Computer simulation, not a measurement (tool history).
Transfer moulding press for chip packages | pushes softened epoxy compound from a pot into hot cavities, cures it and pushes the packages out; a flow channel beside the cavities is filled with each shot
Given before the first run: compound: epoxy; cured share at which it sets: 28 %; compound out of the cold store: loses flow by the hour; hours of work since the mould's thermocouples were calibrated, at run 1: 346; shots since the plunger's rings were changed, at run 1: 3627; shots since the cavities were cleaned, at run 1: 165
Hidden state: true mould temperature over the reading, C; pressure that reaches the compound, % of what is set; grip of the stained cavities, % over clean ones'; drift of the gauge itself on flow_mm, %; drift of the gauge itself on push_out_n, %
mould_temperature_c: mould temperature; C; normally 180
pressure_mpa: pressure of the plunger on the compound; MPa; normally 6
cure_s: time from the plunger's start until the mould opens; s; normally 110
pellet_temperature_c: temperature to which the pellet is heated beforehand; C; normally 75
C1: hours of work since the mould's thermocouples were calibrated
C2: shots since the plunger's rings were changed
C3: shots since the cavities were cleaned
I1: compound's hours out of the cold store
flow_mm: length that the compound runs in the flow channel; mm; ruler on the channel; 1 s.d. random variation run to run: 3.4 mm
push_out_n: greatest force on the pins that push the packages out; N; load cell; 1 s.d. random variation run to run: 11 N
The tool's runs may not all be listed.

Run 1, day 0: usual settings; C1 346; C2 3627; C3 165; I1 25.9. Result: flow_mm 567 mm, push_out_n 622 N.
Run 2, day 0.508: usual settings; C1 355; C2 3789; C3 327; I1 9.2. Result: flow_mm 607 mm, push_out_n 732 N.
Run 3, day 1.008: usual settings but pressure_mpa 5.1 MPa; C1 364; C2 3948; C3 486; I1 12.2. Result: flow_mm 554 mm, push_out_n 844 N.
Run 4, day 1.296: usual settings but pressure_mpa 5.1 MPa; C1 369; C2 4039; C3 577; I1 16.8. Result: flow_mm 541 mm, push_out_n 896 N.
Run 5, day 1.754: usual settings but pressure_mpa 5.1 MPa; C1 377; C2 4186; C3 724; I1 43.5. Result: flow_mm 476 mm, push_out_n 848 N.
Run 6, day 2.304: usual settings but pressure_mpa 5.1 MPa; C1 387; C2 4361; C3 899; I1 12.2. Result: flow_mm 556 mm, push_out_n 1000 N.
Run 7, day 2.812: usual settings but pressure_mpa 4.86 MPa; C1 396; C2 4523; C3 1061; I1 31.5. Result: flow_mm 494 mm, push_out_n 1000 N.
At day 3.046: cavities cleaned with cleaning compound and waxed.
Run 8, day 3.279: usual settings; C1 403; C2 4651; C3 73; I1 15.2. Result: flow_mm 586 mm, push_out_n 1174 N.
Run 9, day 3.779: usual settings; C1 412; C2 4810; C3 232; I1 39.3. Result: flow_mm 525 mm, push_out_n 1135 N.
Run 10, day 4.046: usual settings; C1 417; C2 4896; C3 318; I1 43.2. Result: flow_mm 507 mm, push_out_n 1143 N.
Run 11, day 4.571: usual settings; C1 426; C2 5063; C3 485; I1 17.2. Result: flow_mm 581 mm, push_out_n 1153 N.
At day 4.829: cavities cleaned with cleaning compound and waxed, once more.
Run 12, day 4.988: usual settings but pressure_mpa 4.75 MPa; C1 432; C2 5177; C3 52; I1 38.4. Result: flow_mm 467 mm, push_out_n 513 N.
Run 13, day 5.462: usual settings but pressure_mpa 4.75 MPa; C1 441; C2 5328; C3 203; I1 10.5. Result: flow_mm 529 mm, push_out_n 675 N.
Run 14, day 6.012: usual settings but mould_temperature_c 173 C; C1 450; C2 5503; C3 378; I1 40.1. Result: flow_mm 529 mm, push_out_n 1070 N.
Run 15, day 6.288: usual settings but mould_temperature_c 173 C; C1 455; C2 5590; C3 465; I1 18.1. Result: flow_mm 590 mm, push_out_n 1239 N.
Run 16, day 6.817: usual settings but mould_temperature_c 173 C; C1 465; C2 5759; C3 634; I1 40.6. Result: flow_mm 527 mm, push_out_n 1250 N.
Run 17, day 7.275: usual settings but pressure_mpa 6.2 MPa; C1 473; C2 5905; C3 780; I1 28.4. Result: flow_mm 558 mm, push_out_n 931 N.
Run 18, day 7.733: usual settings but mould_temperature_c 183 C, pressure_mpa 5.57 MPa, cure_s 98 s; C1 481; C2 6051; C3 926; I1 12.9. Result: flow_mm 552 mm, push_out_n 1016 N.
At day 8.062: plunger's sealing rings changed.
Run 19, day 8.346: usual settings but pressure_mpa 4.87 MPa, cure_s 93 s, pellet_temperature_c 84 C; C1 490; C2 90; C3 1088; I1 26. Result: flow_mm 539 mm, push_out_n 1354 N.
At day 8.496: cavities cleaned with cleaning compound and waxed.
Run 20, day 8.917: usual settings but mould_temperature_c 186 C, pressure_mpa 4.87 MPa, cure_s 114 s, pellet_temperature_c 84 C; C1 499; C2 251; C3 133; I1 43. Result: flow_mm 482 mm, push_out_n 499 N.
Run 21, day 9.246: usual settings but pellet_temperature_c 81 C; C1 505; C2 357; C3 239; I1 19. Result: flow_mm 615 mm, push_out_n 667 N.
Run 22, day 9.812: usual settings but mould_temperature_c 185 C, cure_s 95 s, pellet_temperature_c 81 C; C1 515; C2 537; C3 419; I1 34.1. Result: flow_mm 560 mm, push_out_n 760 N.
Run 23, day 10.317: usual settings but mould_temperature_c 185 C, cure_s 95 s, pellet_temperature_c 81 C; C1 524; C2 698; C3 580; I1 43.7. Result: flow_mm 539 mm, push_out_n 850 N.
Run 24, day 10.562: usual settings but mould_temperature_c 185 C, cure_s 95 s, pellet_temperature_c 81 C; C1 528; C2 776; C3 658; I1 14.2. Result: flow_mm 614 mm, push_out_n 909 N.
Run 25, day 10.925: usual settings but cure_s 93 s, pellet_temperature_c 80 C; C1 534; C2 892; C3 774; I1 26.7. Result: flow_mm 586 mm, push_out_n 1274 N.
Run 26, day 11.329: usual settings but cure_s 93 s, pellet_temperature_c 80 C; C1 542; C2 1021; C3 903; I1 31.5. Result: flow_mm 571 mm, push_out_n 1227 N.
At day 11.617: mould's thermocouples calibrated.
Run 27, day 11.7: usual settings but pressure_mpa 4.59 MPa, cure_s 106 s, pellet_temperature_c 80 C; C1 1; C2 1112; C3 994; I1 29.8. Result: flow_mm 509 mm, push_out_n 1089 N.
Run 28, day 11.942: usual settings but mould_temperature_c 178 C, cure_s 125 s; C1 6; C2 1190; C3 1072; I1 32.6. Result: flow_mm 576 mm, push_out_n 904 N.
At day 12.146: cavities cleaned with cleaning compound and waxed.
Run 29, day 12.4: usual settings but mould_temperature_c 185 C, pellet_temperature_c 83 C; C1 13; C2 1315; C3 81; I1 25. Result: flow_mm 575 mm, push_out_n 488 N.
Run 30, day 12.775: usual settings but pellet_temperature_c 77 C; C1 19; C2 1435; C3 201; I1 13.7. Result: flow_mm 625 mm, push_out_n 684 N.

Some steps in flow_mm, run to run, broken into two amounts with sign: the step expected even without the hidden condition (settings, incoming material, random variation), and the rest, left for the hidden condition together with whatever gauge scatter is not in both the measured and the hidden-condition-free result:
Run 5 -> 6: nothing adjusted, nothing logged. flow_mm +80 mm: hidden state -8, all else +88.
Run 7 -> 8: pressure_mpa 4.86 -> 6, cavities cleaned with cleaning compound and waxed. flow_mm +92 mm: hidden state -8, all else +100.
Run 11 -> 12: pressure_mpa 6 -> 4.75, cavities cleaned with cleaning compound and waxed, once more. flow_mm -114 mm: hidden state +9, all else -123.
Run 18 -> 19: mould_temperature_c 183 -> 180, pressure_mpa 5.57 -> 4.87, cure_s 98 -> 93, pellet_temperature_c 75 -> 84, plunger's sealing rings changed. flow_mm -13 mm: hidden state +51, all else -64.
Run 20 -> 21: mould_temperature_c 186 -> 180, pressure_mpa 4.87 -> 6, cure_s 114 -> 110, pellet_temperature_c 84 -> 81. flow_mm +133 mm: hidden state -2, all else +135.
